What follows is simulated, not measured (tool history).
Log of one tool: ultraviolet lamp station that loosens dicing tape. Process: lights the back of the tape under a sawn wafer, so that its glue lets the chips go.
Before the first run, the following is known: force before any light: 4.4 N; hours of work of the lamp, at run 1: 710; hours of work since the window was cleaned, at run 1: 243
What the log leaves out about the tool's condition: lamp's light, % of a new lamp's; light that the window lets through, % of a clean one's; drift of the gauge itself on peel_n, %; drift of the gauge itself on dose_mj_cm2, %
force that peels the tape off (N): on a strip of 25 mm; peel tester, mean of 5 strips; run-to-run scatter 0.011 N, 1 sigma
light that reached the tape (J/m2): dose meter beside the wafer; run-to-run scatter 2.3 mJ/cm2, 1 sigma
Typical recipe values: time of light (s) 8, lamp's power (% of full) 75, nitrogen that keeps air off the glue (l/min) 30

| run | day | time of light (s) | lamp's power (% of full) | nitrogen that keeps air off the glue (l/min) | hours of work of the lamp | hours of work since the window was cleaned | force that peels the tape off (N) | light that reached the tape (J/m2) |
|---|---|---|---|---|---|---|---|---|
| 1 | 0 | 8 | 75 | 30 | 710 | 243 | 0.872 | 1740 |
| 2 | 1.425 | 8 | 75 | 30 | 727 | 260 | 0.867 | 1730 |
| 3 | 2.258 | 8 | 75 | 30 | 737 | 270 | 0.905 | 1740 |
| 4 | 3.738 | 8 | 75 | 30 | 755 | 288 | 0.873 | 1680 |
| 5 | 4.975 | 8 | 75 | 30 | 769 | 302 | 0.936 | 1630 |
| 6 | 6.15 | 8 | 75 | 30 | 784 | 317 | 0.921 | 1620 |
| 7 | 6.921 | 8 | 75 | 30 | 793 | 326 | 0.966 | 1620 |
| 8 | 7.75 | 8 | 75 | 30 | 803 | 336 | 1 | 1610 |
|  | 8.608 | window cleaned of glue's vapour |
| 9 | 8.838 | 8 | 75 | 30 | 815 | 3 | 1.242 | 1340 |
| 10 | 9.546 | 8 | 75 | 30 | 824 | 11 | 1.277 | 1330 |
| 11 | 10.546 | 8 | 75 | 30 | 836 | 23 | 1.256 | 1320 |
| 12 | 11.229 | 8 | 75 | 29 | 844 | 31 | 1.35 | 1300 |
| 13 | 12.712 | 8 | 75 | 29 | 862 | 49 | 1.369 | 1280 |
|  | 13.012 | window cleaned of glue's vapour, once more |
| 14 | 13.996 | 8 | 75 | 29 | 877 | 12 | 0.751 | 1910 |
| 15 | 15.567 | 8 | 75 | 48 | 896 | 31 | 0.599 | 1880 |
| 16 | 16.308 | 8 | 75 | 48 | 905 | 40 | 0.612 | 1860 |
| 17 | 17.45 | 7 | 75 | 29 | 918 | 53 | 0.969 | 1640 |
| 18 | 18.8 | 5 | 69 | 14 | 935 | 69 | 2.007 | 1020 |
| 19 | 20.225 | 15 | 62 | 30 | 952 | 86 | 0.375 | 2770 |
| 20 | 21.321 | 8 | 64 | 53 | 965 | 100 | 0.838 | 1520 |
|  | 21.629 | lamp changed |
| 21 | 22.804 | 7 | 75 | 30 | 14 | 117 | 0.705 | 1940 |
| 22 | 23.812 | 8 | 75 | 15 | 26 | 129 | 0.865 | 2210 |
| 23 | 25.342 | 8 | 98 | 14 | 45 | 147 | 0.571 | 2860 |
| 24 | 26.104 | 8 | 66 | 37 | 54 | 156 | 0.67 | 1910 |
| 25 | 26.788 | 8 | 66 | 37 | 62 | 165 | 0.666 | 1900 |
| 26 | 27.662 | 8 | 65 | 20 | 72 | 175 | 0.953 | 1880 |
| 27 | 28.662 | 8 | 65 | 20 | 84 | 187 | 0.965 | 1870 |
| 28 | 29.517 | 8 | 65 | 20 | 95 | 197 | 0.999 | 1810 |
| 29 | 30.596 | 8 | 65 | 12 | 107 | 210 | 1.287 | 1780 |
| 30 | 31.808 | 4 | 89 | 26 | 122 | 225 | 1.488 | 1200 |
| 31 | 33.4 | 4 | 89 | 26 | 141 | 244 | 1.478 | 1190 |

Branching from run 31: 5 alternative next runs. What would each branch give?
| A | 34.179 | 7 | 63 | 26 | 150 | 253 | ? | ? |
| B | 34.179 | 8 | 75 | 56 | 150 | 253 | ? | ? |
| C | 34.179 | 7 | 75 | 19 | 150 | 253 | ? | ? |
| D | 34.179 | 8 | 70 | 30 | 150 | 253 | ? | ? |
| E | 34.179 | 4 | 93 | 26 | 150 | 253 | ? | ? |

| run | force that peels the tape off (N) | light that reached the tape (J/m2) |
|---|---|---|
| A | 1.141 | 1490 |
| B | 0.484 | 2000 |
| C | 1.06 | 1790 |
| D | 0.79 | 1840 |
| E | 1.463 | 1250 |
The same runs, with their run-to-run variation unchanged, on a tool lacking any hidden condition would have given:
| run | force that peels the tape off (N) | light that reached the tape (J/m2) |
|---|---|---|
| A | 0.873 | 1810 |
| B | 0.326 | 2430 |
| C | 0.796 | 2160 |
| D | 0.562 | 2240 |
| E | 1.161 | 1520 |

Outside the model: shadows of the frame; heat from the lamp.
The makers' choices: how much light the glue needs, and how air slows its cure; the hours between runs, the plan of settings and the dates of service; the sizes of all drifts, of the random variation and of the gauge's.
